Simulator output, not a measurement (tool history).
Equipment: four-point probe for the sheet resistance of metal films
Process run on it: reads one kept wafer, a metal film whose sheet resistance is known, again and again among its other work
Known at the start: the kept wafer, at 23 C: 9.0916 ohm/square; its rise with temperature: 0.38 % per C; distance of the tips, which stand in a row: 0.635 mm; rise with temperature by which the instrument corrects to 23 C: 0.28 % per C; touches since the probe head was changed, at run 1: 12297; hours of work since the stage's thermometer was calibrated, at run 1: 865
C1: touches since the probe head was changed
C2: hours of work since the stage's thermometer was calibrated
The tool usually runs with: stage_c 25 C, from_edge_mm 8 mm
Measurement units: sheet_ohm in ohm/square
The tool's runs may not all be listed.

{"run": 1, "hour": 0.0, "stage_c": 25, "from_edge_mm": 8, "C1": 12297, "C2": 865, "sheet_ohm": 9.158124}
{"run": 2, "hour": 17.1, "stage_c": 25, "from_edge_mm": 8, "C1": 13006, "C2": 875, "sheet_ohm": 9.160377}
{"run": 3, "hour": 33.2, "stage_c": 32, "from_edge_mm": 8, "C1": 13674, "C2": 884, "sheet_ohm": 9.217302}
{"run": 4, "hour": 49.0, "stage_c": 32, "from_edge_mm": 3, "C1": 14331, "C2": 893, "sheet_ohm": 9.401941}
{"run": 5, "hour": 59.5, "stage_c": 25, "from_edge_mm": 8, "C1": 14767, "C2": 899, "sheet_ohm": 9.156306}
{"run": 6, "hour": 75.6, "stage_c": 20, "from_edge_mm": 8, "C1": 15432, "C2": 908, "sheet_ohm": 9.1073}
{"run": 7, "hour": 87.5, "stage_c": 28, "from_edge_mm": 8, "C1": 15927, "C2": 915, "sheet_ohm": 9.185774}
{"hour": 89.6, "done": "stage's thermometer calibrated"}
{"run": 8, "hour": 105.5, "stage_c": 28, "from_edge_mm": 8, "C1": 16652, "C2": 9, "sheet_ohm": 9.184613}
{"run": 9, "hour": 120.1, "stage_c": 19, "from_edge_mm": 7, "C1": 17258, "C2": 17, "sheet_ohm": 9.110394}
{"run": 10, "hour": 130.4, "stage_c": 23, "from_edge_mm": 40, "C1": 17686, "C2": 23, "sheet_ohm": 9.106382}
{"run": 11, "hour": 144.5, "stage_c": 23, "from_edge_mm": 40, "C1": 18271, "C2": 31, "sheet_ohm": 9.106858}
{"run": 12, "hour": 152.3, "stage_c": 24, "from_edge_mm": 9, "C1": 18592, "C2": 36, "sheet_ohm": 9.138562}

Pick out some run-to-run changes in sheet_ohm. Of each, how much would a tool without hidden state show as well, from the settings, what came in and chance, and how much is left for the hidden state and any gauge scatter not in both results compared?
What the log doesn't record here: inner tips' distance over the nominal, %; tips' flats over new ones', %; wafer's true temperature over the reading, C; drift of the gauge itself on sheet_ohm, %.
Run 4 -> 5: stage_c 32 -> 25, from_edge_mm 3 -> 8. sheet_ohm -0.245635 ohm/square: hidden state -0.000586, all else -0.245049.
Run 7 -> 8: stage's thermometer calibrated. sheet_ohm -0.001161 ohm/square: hidden state -0.003792, all else +0.002631.
